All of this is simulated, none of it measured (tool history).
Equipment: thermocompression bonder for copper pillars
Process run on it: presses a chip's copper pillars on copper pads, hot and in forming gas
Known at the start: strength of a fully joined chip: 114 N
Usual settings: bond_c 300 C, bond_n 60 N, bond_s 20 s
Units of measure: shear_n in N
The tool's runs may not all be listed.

run 1 hour=0 | bond_c=300 bond_n=60 bond_s=20 | shear_n=69.8
run 2 hour=25.1 | bond_c=300 bond_n=60 bond_s=20 | shear_n=67.9
run 3 hour=60.6 | bond_c=300 bond_n=60 bond_s=20 | shear_n=67.4
run 4 hour=93.1 | bond_c=270 bond_n=60 bond_s=20 | shear_n=44.5
run 5 hour=130.4 | bond_c=270 bond_n=60 bond_s=20 | shear_n=46.5
run 6 hour=169.2 | bond_c=300 bond_n=60 bond_s=20 | shear_n=65.8
run 7 hour=199.7 | bond_c=300 bond_n=60 bond_s=20 | shear_n=65
run 8 hour=233.7 | bond_c=296 bond_n=60 bond_s=20 | shear_n=61.3
-- hour=239.8 forming gas filter changed
run 9 hour=261.9 | bond_c=296 bond_n=60 bond_s=20 | shear_n=68.5
run 10 hour=291.9 | bond_c=300 bond_n=60 bond_s=20 | shear_n=69.5
run 11 hour=325.1 | bond_c=300 bond_n=60 bond_s=20 | shear_n=70.4
run 12 hour=360.9 | bond_c=300 bond_n=60 bond_s=20 | shear_n=68.3
run 13 hour=406.3 | bond_c=300 bond_n=60 bond_s=20 | shear_n=68.3
run 14 hour=443.6 | bond_c=300 bond_n=60 bond_s=20 | shear_n=67.9
run 15 hour=490.8 | bond_c=300 bond_n=60 bond_s=20 | shear_n=68.1
run 16 hour=521.8 | bond_c=300 bond_n=60 bond_s=20 | shear_n=65.5
run 17 hour=562.9 | bond_c=300 bond_n=60 bond_s=20 | shear_n=64.3
run 18 hour=599.6 | bond_c=300 bond_n=60 bond_s=20 | shear_n=63.4
-- hour=614.5 forming gas filter changed
run 19 hour=624.9 | bond_c=300 bond_n=60 bond_s=20 | shear_n=70.1
run 20 hour=659.2 | bond_c=288 bond_n=66 bond_s=35 | shear_n=75.6
run 21 hour=700.9 | bond_c=288 bond_n=66 bond_s=35 | shear_n=74.2
-- hour=736.6 force cell calibrated
run 22 hour=739.4 | bond_c=273 bond_n=45 bond_s=20 | shear_n=35.4
run 23 hour=766.6 | bond_c=328 bond_n=66 bond_s=54 | shear_n=101.8
run 24 hour=822.2 | bond_c=297 bond_n=67 bond_s=42 | shear_n=81.3
run 25 hour=874.7 | bond_c=282 bond_n=75 bond_s=42 | shear_n=73.4
run 26 hour=927.5 | bond_c=287 bond_n=39 bond_s=18 | shear_n=35
run 27 hour=983.3 | bond_c=287 bond_n=39 bond_s=18 | shear_n=34.3
-- hour=991.4 forming gas filter changed
run 28 hour=1021 | bond_c=287 bond_n=39 bond_s=18 | shear_n=37
-- hour=1033.1 heater calibrated with a thermocouple chip
run 29 hour=1057.5 | bond_c=302 bond_n=37 bond_s=55 | shear_n=71.5
run 30 hour=1102.9 | bond_c=302 bond_n=37 bond_s=55 | shear_n=70.3
run 31 hour=1143.2 | bond_c=300 bond_n=60 bond_s=52 | shear_n=86.4
run 32 hour=1194.8 | bond_c=300 bond_n=60 bond_s=52 | shear_n=85
run 33 hour=1224.1 | bond_c=300 bond_n=60 bond_s=52 | shear_n=83.3
run 34 hour=1260.2 | bond_c=300 bond_n=37 bond_s=11 | shear_n=35.6
run 35 hour=1311.3 | bond_c=300 bond_n=74 bond_s=20 | shear_n=72.2
run 36 hour=1334.7 | bond_c=300 bond_n=60 bond_s=19 | shear_n=63.6
-- hour=1369.8 forming gas filter changed
run 37 hour=1377.2 | bond_c=300 bond_n=60 bond_s=19 | shear_n=70.7
run 38 hour=1400 | bond_c=286 bond_n=50 bond_s=45 | shear_n=68.6

What if the next run were any one of these 3? Each begins from the tool's condition after run 38:
run A hour=1452.4 | bond_c=319 bond_n=50 bond_s=51 | shear_n=?
run B hour=1452.4 | bond_c=300 bond_n=60 bond_s=59 | shear_n=?
run C hour=1452.4 | bond_c=276 bond_n=46 bond_s=37 | shear_n=?

run=A shear_n=92.1
run=B shear_n=91.2
run=C shear_n=51.8
The same runs, with their run-to-run variation unchanged, on a tool lacking any hidden condition would have given:
run=A shear_n=94.9
run=B shear_n=94.2
run=C shear_n=54.1
